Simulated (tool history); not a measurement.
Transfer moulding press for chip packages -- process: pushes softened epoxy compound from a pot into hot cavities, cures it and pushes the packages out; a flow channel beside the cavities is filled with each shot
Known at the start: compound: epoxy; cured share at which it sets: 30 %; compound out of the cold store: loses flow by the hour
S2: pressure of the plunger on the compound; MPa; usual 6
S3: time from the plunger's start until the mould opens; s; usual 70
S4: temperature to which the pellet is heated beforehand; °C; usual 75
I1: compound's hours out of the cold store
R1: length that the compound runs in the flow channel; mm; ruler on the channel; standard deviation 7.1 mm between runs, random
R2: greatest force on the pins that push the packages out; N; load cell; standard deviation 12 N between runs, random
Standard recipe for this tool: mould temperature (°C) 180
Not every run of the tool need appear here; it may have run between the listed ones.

Run 1, day 0: usual settings; I1 33. Result: R1 680 mm, R2 973 N.
At day 0.521: plunger's sealing rings changed.
Run 2, day 2.429: usual settings; I1 30.4. Result: R1 762 mm, R2 1187 N.
At day 3.133: cavities cleaned with cleaning compound and waxed.
Run 3, day 4.408: usual settings but S2 5.56 MPa; I1 37.7. Result: R1 710 mm, R2 934 N.
Run 4, day 6.662: usual settings but S2 5.56 MPa; I1 29.9. Result: R1 721 mm, R2 1170 N.
At day 7.812: cavities cleaned with cleaning compound and waxed.
Run 5, day 8.467: usual settings but S2 5.56 MPa; I1 18.9. Result: R1 746 mm, R2 840 N.
Run 6, day 10.908: usual settings but S2 5.56 MPa; I1 15.2. Result: R1 744 mm, R2 1260 N.
Run 7, day 12.112: usual settings; I1 8.2. Result: R1 791 mm, R2 1293 N.
At day 12.412: cavities cleaned with cleaning compound and waxed.
Run 8, day 14.454: usual settings; I1 27.9. Result: R1 732 mm, R2 1108 N.
Run 9, day 15.829: usual settings; I1 15.3. Result: R1 768 mm, R2 1192 N.
At day 17.021: cavities cleaned with cleaning compound and waxed.
Run 10, day 18.479: usual settings but S3 53 s; I1 45.6. Result: R1 668 mm, R2 1835 N.
Run 11, day 21.367: usual settings but S3 53 s; I1 38.4. Result: R1 679 mm, R2 2339 N.
At day 21.667: cavities cleaned with cleaning compound and waxed.
At day 21.988: mould's thermocouples calibrated.
Run 12, day 22.746: usual settings but S4 76 °C; I1 40.3. Result: R1 675 mm, R2 799 N.
Run 13, day 24.208: usual settings; I1 18.9. Result: R1 728 mm, R2 1103 N.
At day 26.329: cavities cleaned with cleaning compound and waxed.
Run 14, day 26.417: usual settings; I1 34.3. Result: R1 674 mm, R2 586 N.
Run 15, day 28.608: usual settings; I1 20.4. Result: R1 705 mm, R2 1108 N.
At day 29.654: plunger's sealing rings changed.
Run 16, day 30.25: usual settings but mould temperature (°C) 183, S2 6.2 MPa, S3 84 s; I1 22.5. Result: R1 797 mm, R2 632 N.
At day 31.025: cavities cleaned with cleaning compound and waxed.
Run 17, day 33.038: usual settings but mould temperature (°C) 183, S2 6.2 MPa, S3 84 s; I1 46.9. Result: R1 715 mm, R2 544 N.
At day 35.596: cavities cleaned with cleaning compound and waxed.
Run 18, day 35.596: usual settings but mould temperature (°C) 184, S2 6.2 MPa, S3 71 s; I1 19.3. Result: R1 795 mm, R2 407 N.

What will run 19 give?
Run 19, day 37.429: usual settings but mould temperature (°C) 184, S2 6.2 MPa, S3 71 s; I1 19.4. Result: R1 ?, R2 ?.

Logged for run 19: R1 789 mm, R2 754 N.
Without the tool's hidden state the same run would have given R1 814 mm, R2 396 N.
